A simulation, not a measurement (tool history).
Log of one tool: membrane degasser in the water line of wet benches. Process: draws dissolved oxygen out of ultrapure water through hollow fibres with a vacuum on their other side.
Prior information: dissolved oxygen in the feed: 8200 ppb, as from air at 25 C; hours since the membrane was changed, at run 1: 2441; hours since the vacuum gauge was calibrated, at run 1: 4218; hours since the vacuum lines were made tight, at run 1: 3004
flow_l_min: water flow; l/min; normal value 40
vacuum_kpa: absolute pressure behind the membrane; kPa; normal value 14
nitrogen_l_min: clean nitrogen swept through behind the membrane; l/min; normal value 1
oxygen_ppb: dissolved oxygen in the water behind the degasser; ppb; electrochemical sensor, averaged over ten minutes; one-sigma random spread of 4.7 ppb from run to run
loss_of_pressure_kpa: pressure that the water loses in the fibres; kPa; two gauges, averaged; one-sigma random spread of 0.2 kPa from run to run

run    hour  flow_l_min  vacuum_kpa  nitrogen_l_min  hours since the membrane was changed  hours since the vacuum gauge was calibrated  hours since the vacuum lines were made tight  oxygen_ppb  loss_of_pressure_kpa
  1       0          40          14               1                                  2441                                         4218                                          3004       869.9                 43.94
  2    88.1          40          14               1                                  2529                                         4306                                          3092       866.4                 43.69
  3   178.9          40          21               1                                  2620                                         4397                                          3183      1324.8                 43.81
  4   345.3          40          21               1                                  2786                                         4563                                          3349      1295.2                 43.76
  5   515.9          40          21               1                                  2957                                         4734                                          3520      1315.5                 43.68
  6   650.5          40          14               1                                  3091                                         4868                                          3654       862.6                 43.88
  7     768          40          14               1                                  3209                                         4986                                          3772         868                  43.5
  8   899.4          40          14               1                                  3340                                         5117                                          3903       867.4                 43.72
  9  1054.8          40          14               1                                  3496                                         5273                                          4059       865.6                 43.82
       1087  -- vacuum gauge calibrated
 10  1235.7          40          14               1                                  3676                                          149                                          4239       871.8                  43.6
 11  1332.5          40          14               1                                  3773                                          245                                          4336       884.8                    44
 12  1521.4          55          14               1                                  3962                                          434                                          4525      1130.9                 60.37
 13  1639.5          55          14               1                                  4080                                          552                                          4643      1139.9                 60.44
     1713.6  -- vacuum gauge calibrated, once more
 14  1791.6          55          14            1.82                                  4231                                           78                                          4795       776.8                 60.51
 15  1980.2          55          14            1.82                                  4420                                          267                                          4983       779.1                 60.38
 16  2104.8          55        11.4            1.82                                  4545                                          391                                          5108       636.1                 60.34
 17  2206.9          40          33            2.54                                  4647                                          493                                          5210      1044.8                 43.74
 18  2346.3          35        15.1             0.7                                  4786                                          633                                          5349      1061.9                  38.6
 19  2440.5          40        10.8            1.38                                  4880                                          727                                          5443       516.6                 44.38
 20  2569.6          52          29            0.79                                  5009                                          856                                          5572      2416.2                 56.85
 21  2683.4          52          29            0.79                                  5123                                          970                                          5686      2427.4                 57.28
 22  2827.9          52          29            0.79                                  5268                                         1114                                          5831      2459.1                 57.33
 23  3009.7          35        34.4            1.01                                  5449                                         1296                                          6013        1858                 38.67
 24  3097.9          30          14               1                                  5538                                         1384                                          6101       675.9                 33.03
 25  3180.3          28        23.8               1                                  5620                                         1467                                          6183      1127.7                 31.21
 26    3321          29        20.4            1.65                                  5761                                         1607                                          6324       676.8                 31.85
 27  3419.8          61         8.7            0.79                                  5860                                         1706                                          6423       854.4                  67.5
 28    3506          47        17.9            2.97                                  5946                                         1792                                          6509       612.6                 51.96
 29  3606.7          27        34.3            0.51                                  6046                                         1893                                          6610        2423                  29.9
 30  3728.7          27        16.2            2.51                                  6168                                         2015                                          6732       349.7                 29.97
 31  3911.1          43        16.2             0.9                                  6351                                         2198                                          6914      1154.4                  47.8

Below are 3 alternative next runs, each starting from the tool's condition after run 31. Predict each:
  A  4012.4          26        10.2            0.48                                  6452                                         2299                                          7015           ?                     ?
  B  4012.4          40          16               1                                  6452                                         2299                                          7015           ?                     ?
  C  4012.4          40          14            0.67                                  6452                                         2299                                          7015           ?                     ?

run  oxygen_ppb  loss_of_pressure_kpa
  A       692.7                 29.03
  B      1003.9                 44.45
  C      1131.4                 44.52
With the hidden condition removed and each run's random variation left untouched, the same runs would have given:
run  oxygen_ppb  loss_of_pressure_kpa
  A       680.1                 28.23
  B       984.5                 43.23
  C      1115.4                  43.3
